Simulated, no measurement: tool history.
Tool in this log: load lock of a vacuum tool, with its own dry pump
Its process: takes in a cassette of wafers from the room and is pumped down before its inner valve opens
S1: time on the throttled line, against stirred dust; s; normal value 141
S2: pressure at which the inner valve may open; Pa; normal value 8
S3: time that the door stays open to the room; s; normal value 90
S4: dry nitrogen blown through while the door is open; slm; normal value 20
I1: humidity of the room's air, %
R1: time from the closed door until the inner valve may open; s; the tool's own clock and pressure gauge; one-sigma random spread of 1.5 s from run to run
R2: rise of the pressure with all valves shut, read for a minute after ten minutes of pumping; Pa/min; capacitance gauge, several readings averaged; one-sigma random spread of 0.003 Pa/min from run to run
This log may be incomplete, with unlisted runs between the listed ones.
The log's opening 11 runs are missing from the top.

| run | hour | S1 | S2 | S3 | S4 | I1 | R1 | R2 |
|---|---|---|---|---|---|---|---|---|
| 12 | 2847.5 | 141 | 8 | 90 | 20 | 43.9 | 242.0 | 0.218 |
| 13 | 3220.7 | 141 | 8 | 90 | 20 | 45.3 | 242.4 | 0.245 |
| 14 | 3641.1 | 141 | 8 | 90 | 16 | 44.2 | 243.8 | 0.254 |
| 15 | 4029.5 | 141 | 7 | 90 | 20 | 43.4 | 244.1 | 0.268 |
| 16 | 4233.2 | 141 | 7 | 90 | 20 | 44.2 | 245.4 | 0.276 |
| 17 | 4494.9 | 141 | 8 | 90 | 20 | 43.5 | 243.3 | 0.288 |
| 18 | 4698.2 | 141 | 8 | 90 | 20 | 40.6 | 243.1 | 0.288 |
| 19 | 4953.7 | 89 | 11 | 90 | 20 | 44.1 | 198.1 | 0.305 |
| 20 | 5324.7 | 74 | 8 | 86 | 20 | 44.7 | 194.8 | 0.335 |
| 21 | 5656.3 | 74 | 8 | 133 | 20 | 46.7 | 192.6 | 0.349 |
| 22 | 6027.2 | 74 | 9 | 27 | 18 | 42.7 | 190.8 | 0.357 |
| 23 | 6216.2 | 211 | 9 | 175 | 18 | 48.1 | 294.6 | 0.385 |
| 24 | 6493.8 | 141 | 14 | 45 | 10 | 45.2 | 238.8 | 0.380 |

What will run 25 give?
| 25 | 6877.0 | 141 | 6 | 29 | 5 | 41.8 | ? | ? |

{"run 25": {"R1": 249.0, "R2": 0.409}}
On a tool with no hidden condition, and with the same random variation, this run would have come out at R1 241.0 s, R2 0.027 Pa/min.
